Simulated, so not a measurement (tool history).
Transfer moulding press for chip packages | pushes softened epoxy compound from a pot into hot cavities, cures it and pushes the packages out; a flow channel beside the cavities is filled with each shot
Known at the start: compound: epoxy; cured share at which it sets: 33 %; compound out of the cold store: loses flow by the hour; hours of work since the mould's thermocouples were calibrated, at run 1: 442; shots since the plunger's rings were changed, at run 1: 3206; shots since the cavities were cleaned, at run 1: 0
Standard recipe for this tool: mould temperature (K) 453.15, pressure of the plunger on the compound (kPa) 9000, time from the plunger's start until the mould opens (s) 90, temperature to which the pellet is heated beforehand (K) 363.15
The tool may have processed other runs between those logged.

run	hour	mould temperature (K)	pressure of the plunger on the compound (kPa)	time from the plunger's start until the mould opens (s)	temperature to which the pellet is heated beforehand (K)	hours of work since the mould's thermocouples were calibrated	shots since the plunger's rings were changed	shots since the cavities were cleaned	incoming compound's hours out of the cold store	length that the compound runs in the flow channel (mm)	greatest force on the pins that push the packages out (N)
1	0	453.15	9000	90	363.15	442	3206	0	33.5	602	168
2	22.8	453.15	9000	90	363.15	458	3498	292	33.4	595	175
3	45.9	453.15	9930	90	363.15	474	3794	588	24.5	645	167
4	56.7	453.15	9930	90	363.15	482	3931	725	9.5	708	167
5	70.1	453.15	9000	90	363.15	492	4103	897	37.8	579	182
# hour 79.6: cavities cleaned with cleaning compound and waxed
6	95.4	453.15	9000	90	363.15	509	4407	202	40.8	563	171
7	109.6	453.15	9000	90	363.15	519	4588	383	18.5	632	182
8	124	453.15	9000	90	363.15	529	4773	568	36	578	170
9	150.1	453.15	9000	90	363.15	548	5106	901	10	658	184
# hour 159.7: cavities cleaned with cleaning compound and waxed
10	168.9	453.15	9000	90	363.15	560	5328	119	17	641	169
11	186.7	453.15	9000	90	363.15	573	5555	346	37.5	581	171
12	205.9	453.15	9000	90	363.15	587	5801	592	38.9	565	172
13	222.5	453.15	9000	90	363.15	598	6013	804	45.5	553	170
# hour 232.5: plunger's sealing rings changed
# hour 242.9: cavities cleaned with cleaning compound and waxed
14	249.1	453.15	9000	90	363.15	615	193	79	38.5	571	164
15	273	453.15	9000	90	363.15	632	499	385	28.1	602	165
16	283.8	446.15	7930	92	355.15	639	637	523	16.8	621	227
17	297	446.15	7930	92	355.15	649	805	691	17.8	613	224
18	319.3	453.15	6830	96	355.15	665	1090	976	31.2	518	168
# hour 324.1: cavities cleaned with cleaning compound and waxed
19	344.1	453.15	6830	96	355.15	681	1388	255	8.1	580	175
20	364.1	453.15	6830	96	355.15	696	1644	511	20.2	538	165
21	381.6	445.15	9000	90	353.15	708	1868	735	15.2	680	234
22	400	445.15	9000	90	353.15	721	2103	970	33.1	615	230
# hour 404.9: cavities cleaned with cleaning compound and waxed
23	422	445.15	9000	90	353.15	736	2365	219	19.2	660	239
24	434.2	445.15	9000	90	353.15	745	2522	376	24.4	640	235
25	445.8	445.15	9000	90	353.15	753	2670	524	23.9	632	240
26	471.2	457.15	9000	90	371.15	771	2994	848	23.7	604	161
# hour 486.1: cavities cleaned with cleaning compound and waxed
27	493.9	457.15	9000	90	371.15	786	3265	99	15.1	644	162
# hour 500.3: mould's thermocouples calibrated
28	516.8	457.15	9000	112	372.15	12	3532	366	19.5	615	152
29	533.8	445.15	9000	126	372.15	24	3749	583	45	578	162
30	547.1	445.15	6860	90	363.15	33	3920	754	23.6	558	228

3 options for the next run, each taken on its own from the tool as it stands now. Forecast them:
A	560.3	460.15	9000	90	363.15	43	4088	922	46.8	?	?
B	560.3	445.15	8020	98	363.15	43	4088	922	15.3	?	?
C	560.3	453.15	9000	124	363.15	43	4088	922	12.9	?	?

run	length that the compound runs in the flow channel (mm)	greatest force on the pins that push the packages out (N)
A	536	164
B	639	210
C	645	164
Stripped of hidden state, with their random variation kept, the same runs would have yielded:
run	length that the compound runs in the flow channel (mm)	greatest force on the pins that push the packages out (N)
A	537	161
B	640	206
C	646	161
